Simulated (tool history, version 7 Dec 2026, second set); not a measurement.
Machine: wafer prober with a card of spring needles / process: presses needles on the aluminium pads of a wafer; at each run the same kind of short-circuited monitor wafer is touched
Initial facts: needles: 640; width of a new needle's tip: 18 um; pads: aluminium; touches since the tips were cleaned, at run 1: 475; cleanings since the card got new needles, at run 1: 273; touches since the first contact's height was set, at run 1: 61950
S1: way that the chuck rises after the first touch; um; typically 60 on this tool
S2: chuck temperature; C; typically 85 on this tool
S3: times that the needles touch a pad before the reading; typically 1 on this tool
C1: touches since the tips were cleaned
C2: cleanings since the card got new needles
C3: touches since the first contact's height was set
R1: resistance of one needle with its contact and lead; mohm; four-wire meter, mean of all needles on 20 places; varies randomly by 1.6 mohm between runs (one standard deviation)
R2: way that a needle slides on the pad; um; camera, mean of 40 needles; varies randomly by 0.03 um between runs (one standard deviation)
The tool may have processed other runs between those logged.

run   hour  S1  S2  S3    C1   C2     C3   R1     R2
  1    0.0  60  85   1   475  273  61950  215  13.28
       9.0  -- tips cleaned on abrasive film
      20.2  -- tips cleaned on abrasive film
      31.4  -- tips cleaned on abrasive film
      42.6  -- tips cleaned on abrasive film
      51.6  -- tips cleaned on abrasive film
  2   56.9  48  85   1  1742  278  80525  340  10.45
      61.4  -- tips cleaned on abrasive film
      72.6  -- tips cleaned on abrasive film
      83.9  -- tips cleaned on abrasive film
      95.1  -- tips cleaned on abrasive film
  3   97.0  48  85   1   650  282  93615  276  10.41
     106.0  -- tips cleaned on abrasive film
     117.2  -- tips cleaned on abrasive film
     128.4  -- tips cleaned on abrasive film
     139.6  -- tips cleaned on abrasive film
     146.6  -- height of the first contact set anew
     151.2  -- tips cleaned on abrasive film
     162.4  -- tips cleaned on abrasive film
  4  165.1  48  85   1   909  288   6031  289  10.02
     171.9  -- tips cleaned on abrasive film
     183.1  -- tips cleaned on abrasive film
     194.3  -- tips cleaned on abrasive film
     205.5  -- tips cleaned on abrasive film
  5  211.0  60  85   2  1817  292  21020  235  12.69
     215.6  -- tips cleaned on abrasive film
     226.8  -- tips cleaned on abrasive film
     235.8  -- tips cleaned on abrasive film
     247.0  -- tips cleaned on abrasive film
     258.2  -- tips cleaned on abrasive film
     267.4  -- tips cleaned on abrasive film
  6  267.4  60  85   2     0  298  39395  181  12.59
     276.4  -- tips cleaned on abrasive film
     285.4  -- tips cleaned on abrasive film
     296.6  -- tips cleaned on abrasive film
     307.8  -- tips cleaned on abrasive film
  7  309.4  60  85   2   520  302  53093  200  12.47
     318.4  -- tips cleaned on abrasive film
     327.4  -- tips cleaned on abrasive film
     338.6  -- tips cleaned on abrasive film
     349.8  -- tips cleaned on abrasive film
     358.8  -- tips cleaned on abrasive film
  8  360.4  60  85   2   527  307  69722  204  12.44
     369.4  -- tips cleaned on abrasive film
     378.4  -- tips cleaned on abrasive film
     389.6  -- tips cleaned on abrasive film
     398.6  -- tips cleaned on abrasive film
     409.8  -- tips cleaned on abrasive film
  9  411.0  53  85   2   391  312  86214  205  10.76
     419.9  -- tips cleaned on abrasive film
     426.9  -- height of the first contact set anew, once more
     429.2  -- tips cleaned on abrasive film
     440.4  -- tips cleaned on abrasive film
     451.7  -- tips cleaned on abrasive film
     462.9  -- tips cleaned on abrasive film
     474.1  -- tips cleaned on abrasive film
     485.3  -- tips cleaned on abrasive film
 10  490.8  60  25   1  1818  319  20847  294  13.53
     495.3  -- tips cleaned on abrasive film
     506.6  -- tips cleaned on abrasive film
     517.8  -- tips cleaned on abrasive film
     526.8  -- tips cleaned on abrasive film
     538.0  -- tips cleaned on abrasive film
     547.0  -- tips cleaned on abrasive film
     557.5  -- tips cleaned on abrasive film
 11  557.5  60  25   1     0  326  42601  171  13.32
     568.8  -- tips cleaned on abrasive film
     580.0  -- tips cleaned on abrasive film
     591.2  -- tips cleaned on abrasive film
     600.2  -- tips cleaned on abrasive film
     611.4  -- tips cleaned on abrasive film
     620.4  -- tips cleaned on abrasive film
 12  625.0  60  25   1  1527  332  64620  278  13.27

Run 13 is up next; what results do you expect?
     629.5  -- tips cleaned on abrasive film
     638.5  -- tips cleaned on abrasive film
     649.7  -- tips cleaned on abrasive film
     660.9  -- tips cleaned on abrasive film
     669.9  -- tips cleaned on abrasive film
 13  670.2  60  25   1  104  337  79356   ?   ?

Run 13 gave R1 185 mohm, R2 13.19 um.
With no hidden state in the tool, this same run would have given R1 143 mohm, R2 13.63 um.

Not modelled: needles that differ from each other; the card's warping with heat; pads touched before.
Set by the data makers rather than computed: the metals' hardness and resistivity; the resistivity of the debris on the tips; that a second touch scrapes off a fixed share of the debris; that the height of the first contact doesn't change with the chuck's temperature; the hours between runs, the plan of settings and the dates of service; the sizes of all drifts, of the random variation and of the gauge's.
